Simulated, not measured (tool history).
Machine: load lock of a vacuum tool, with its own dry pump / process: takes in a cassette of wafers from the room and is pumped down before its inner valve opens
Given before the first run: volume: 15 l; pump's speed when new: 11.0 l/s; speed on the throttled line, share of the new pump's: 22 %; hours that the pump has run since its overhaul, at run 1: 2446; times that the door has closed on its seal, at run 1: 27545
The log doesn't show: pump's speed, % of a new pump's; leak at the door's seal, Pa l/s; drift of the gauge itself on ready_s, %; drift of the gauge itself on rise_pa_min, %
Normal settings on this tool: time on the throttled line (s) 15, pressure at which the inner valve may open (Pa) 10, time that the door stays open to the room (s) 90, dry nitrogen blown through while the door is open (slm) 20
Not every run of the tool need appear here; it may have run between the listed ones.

run    hour  time on the throttled line (s)  pressure at which the inner valve may open (Pa)  time that the door stays open to the room (s)  dry nitrogen blown through while the door is open (slm)  hours that the pump has run since its overhaul  times that the door has closed on its seal  incoming humidity of the room's air, %  time from the closed door until the inner valve may open (s)  rise of the pressure with all valves shut (Pa/min)
  1       0                              15                                               10                                             90                                                       20                                            2446                                       27545                                    46.3                                                          24.6                                               0.218
  2    64.4                              15                                               10                                             56                                                       20                                            2511                                       27844                                    44.8                                                          24.5                                                0.19
  3   150.5                              15                                               10                                             56                                                       20                                            2597                                       28245                                    46.5                                                          25.1                                               0.192
  4   195.1                              15                                               10                                             56                                                       20                                            2642                                       28452                                    47.3                                                          24.7                                               0.196
  5   303.2                              15                                               10                                             90                                                       20                                            2750                                       28954                                    45.8                                                          24.5                                               0.227
  6   351.9                              15                                               10                                             90                                                        8                                            2798                                       29181                                      48                                                          24.9                                               0.255
  7   446.3                              15                                               10                                             90                                                        8                                            2893                                       29620                                    44.7                                                          24.3                                               0.257
  8   504.4                              15                                               16                                             90                                                       20                                            2951                                       29890                                    44.8                                                          24.2                                               0.231
  9   560.9                              15                                               16                                             90                                                       45                                            3007                                       30152                                    46.8                                                          23.8                                                 0.2
 10   662.1                              15                                               19                                             90                                                       20                                            3109                                       30623                                    47.1                                                          23.7                                               0.232
 11   711.2                              15                                               10                                             90                                                       20                                            3158                                       30851                                      43                                                          24.3                                               0.231
 12   816.6                              15                                               11                                             90                                                       20                                            3263                                       31341                                    44.2                                                          24.4                                                0.24
 13     868                              15                                               10                                             90                                                       20                                            3314                                       31580                                    45.5                                                          24.6                                               0.239
 14   943.1                              15                                               10                                             90                                                       20                                            3389                                       31929                                    43.4                                                          24.6                                               0.242
 15  1031.8                              15                                               10                                             90                                                       20                                            3478                                       32341                                    43.6                                                          24.9                                               0.235
 16    1108                              15                                               10                                             90                                                       20                                            3554                                       32695                                    46.6                                                          25.1                                               0.242
 17  1208.3                              15                                               10                                             90                                                       20                                            3655                                       33162                                    46.2                                                          25.1                                               0.258
 18  1314.8                              15                                               10                                             90                                                       20                                            3761                                       33657                                    42.7                                                          24.9                                               0.244
 19  1386.3                              15                                               10                                             90                                                       20                                            3833                                       33989                                    44.6                                                            25                                               0.248
 20  1460.3                              13                                               16                                             90                                                       20                                            3907                                       34333                                    41.4                                                          22.7                                               0.246
 21  1564.4                              10                                                8                                             68                                                        7                                            4011                                       34817                                      44                                                          21.7                                               0.266
 22  1641.4                              10                                                8                                             68                                                        7                                            4088                                       35175                                    42.6                                                          21.5                                               0.257
 23  1712.2                               9                                                8                                             44                                                        7                                            4159                                       35504                                      47                                                          20.4                                               0.243
 24  1798.7                              11                                                9                                             44                                                        9                                            4245                                       35906                                    45.6                                                          21.6                                               0.237
 25  1852.5                              11                                                9                                             44                                                        9                                            4299                                       36156                                      43                                                          22.4                                               0.239
 26  1944.1                              15                                               10                                             90                                                       10                                            4390                                       36582                                    46.9                                                          25.3                                               0.297
 27    2009                              26                                                8                                            163                                                       20                                            4455                                       36884                                    43.1                                                          33.4                                               0.309
 28  2105.1                              26                                                8                                            163                                                       20                                            4551                                       37330                                    43.2                                                          33.6                                               0.318
 29  2176.7                              16                                                8                                            163                                                       10                                            4623                                       37664                                    44.8                                                          25.8                                               0.358
 30  2278.7                              16                                                8                                            163                                                       10                                            4725                                       38137                                    44.1                                                            26                                               0.361
 31  2327.4                              15                                               18                                             50                                                       13                                            4774                                       38364                                      43                                                          24.2                                                0.26
 32  2406.8                              15                                               10                                            133                                                       20                                            4853                                       38733                                    47.7                                                          24.7                                               0.333
 33  2476.9                              10                                               12                                             76                                                       14                                            4923                                       39059                                    47.8                                                          21.1                                                0.29
 34  2574.2                              22                                               10                                             30                                                       14                                            5021                                       39511                                    44.3                                                          30.2                                               0.247
 35  2635.7                              22                                               10                                             30                                                       14                                            5082                                       39797                                    44.2                                                            30                                               0.237
 36  2725.6                              22                                               10                                             30                                                       14                                            5172                                       40215                                    47.7                                                          30.6                                               0.251

5 options for the next run, each taken on its own from the tool as it stands now. Forecast them:
  A  2770                              15                                               10                                            208                                                       20                                            5216                                       40421                                      43                                                             ?                                                   ?
  B  2770                              22                                               10                                             55                                                       14                                            5216                                       40421                                    45.4                                                             ?                                                   ?
  C  2770                              22                                               15                                             34                                                       38                                            5216                                       40421                                    48.4                                                             ?                                                   ?
  D  2770                              29                                               10                                             90                                                       20                                            5216                                       40421                                    46.5                                                             ?                                                   ?
  E  2770                              13                                               11                                             30                                                       14                                            5216                                       40421                                    45.6                                                             ?                                                   ?

run  time from the closed door until the inner valve may open (s)  rise of the pressure with all valves shut (Pa/min)
  A                                                          25.4                                               0.373
  B                                                          30.3                                               0.278
  C                                                            30                                               0.245
  D                                                          35.4                                                0.31
  E                                                          23.2                                               0.252
With the hidden condition removed and each run's random variation left untouched, the same runs would have given:
run  time from the closed door until the inner valve may open (s)  rise of the pressure with all valves shut (Pa/min)
  A                                                          24.6                                               0.182
  B                                                          29.7                                               0.088
  C                                                          29.4                                               0.052
  D                                                          34.9                                               0.114
  E                                                          22.4                                               0.058
